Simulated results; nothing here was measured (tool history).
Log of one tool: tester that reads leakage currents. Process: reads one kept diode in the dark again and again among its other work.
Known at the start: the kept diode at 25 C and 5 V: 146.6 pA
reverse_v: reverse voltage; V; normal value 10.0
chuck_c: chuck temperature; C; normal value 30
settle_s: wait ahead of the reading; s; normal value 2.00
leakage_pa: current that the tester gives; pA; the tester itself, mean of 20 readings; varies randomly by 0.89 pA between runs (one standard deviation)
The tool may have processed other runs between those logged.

Run 1, hour 0.0: usual settings. Result: leakage_pa 348.56 pA.
Run 2, hour 35.1: usual settings. Result: leakage_pa 351.20 pA.
Run 3, hour 79.7: usual settings. Result: leakage_pa 351.56 pA.
Run 4, hour 115.7: usual settings. Result: leakage_pa 354.48 pA.
At hour 173.5: chuck's temperature calibrated.
Run 5, hour 173.5: usual settings but settle_s 0.62 s. Result: leakage_pa 304.15 pA.
Run 6, hour 218.0: usual settings but settle_s 0.62 s. Result: leakage_pa 307.32 pA.
Run 7, hour 250.5: usual settings but settle_s 0.62 s. Result: leakage_pa 308.89 pA.
Run 8, hour 311.0: usual settings but reverse_v 9.8 V. Result: leakage_pa 307.96 pA.
Run 9, hour 363.7: usual settings but reverse_v 9.8 V, settle_s 2.46 s. Result: leakage_pa 310.69 pA.
Run 10, hour 427.0: usual settings but reverse_v 9.8 V, settle_s 2.46 s. Result: leakage_pa 317.72 pA.
Run 11, hour 482.6: usual settings. Result: leakage_pa 323.01 pA.
Run 12, hour 532.4: usual settings. Result: leakage_pa 321.34 pA.
Run 13, hour 576.7: usual settings. Result: leakage_pa 324.30 pA.
Run 14, hour 622.9: usual settings. Result: leakage_pa 328.39 pA.
Run 15, hour 660.6: usual settings. Result: leakage_pa 331.47 pA.
Run 16, hour 689.2: usual settings. Result: leakage_pa 333.56 pA.
At hour 695.8: probe card cleaned and baked.
Run 17, hour 732.0: usual settings. Result: leakage_pa 340.19 pA.
Run 18, hour 774.5: usual settings but chuck_c 44 C, settle_s 1.94 s. Result: leakage_pa 846.01 pA.
Run 19, hour 818.7: usual settings but chuck_c 23 C, settle_s 0.71 s. Result: leakage_pa 214.61 pA.
At hour 861.5: probe card cleaned and baked, once more.
Run 20, hour 863.1: usual settings but chuck_c 23 C, settle_s 0.71 s. Result: leakage_pa 203.59 pA.
Run 21, hour 900.4: usual settings but chuck_c 23 C, settle_s 0.71 s. Result: leakage_pa 205.88 pA.
Run 22, hour 959.1: usual settings but chuck_c 55 C, settle_s 0.71 s. Result: leakage_pa 1670.11 pA.
Run 23, hour 1006.5: usual settings but reverse_v 5.3 V, chuck_c 34 C, settle_s 1.15 s. Result: leakage_pa 326.03 pA.
Run 24, hour 1049.6: usual settings but reverse_v 5.3 V, chuck_c 34 C, settle_s 1.15 s. Result: leakage_pa 328.87 pA.
Run 25, hour 1086.3: usual settings but reverse_v 5.3 V, chuck_c 34 C, settle_s 1.15 s. Result: leakage_pa 330.48 pA.
Run 26, hour 1145.3: usual settings but reverse_v 5.3 V, chuck_c 34 C, settle_s 5.27 s. Result: leakage_pa 333.90 pA.
At hour 1151.5: chuck's temperature calibrated.
Run 27, hour 1205.7: usual settings but reverse_v 5.3 V, chuck_c 34 C, settle_s 5.27 s. Result: leakage_pa 288.93 pA.

The next listed run, before its measurement:
Run 28, hour 1268.1: usual settings but reverse_v 9.8 V, chuck_c 26 C, settle_s 3.84 s. Result: leakage_pa ?.

leakage_pa: 228.80 pA
Without the tool's hidden state the same run would have given leakage_pa 221.86 pA.
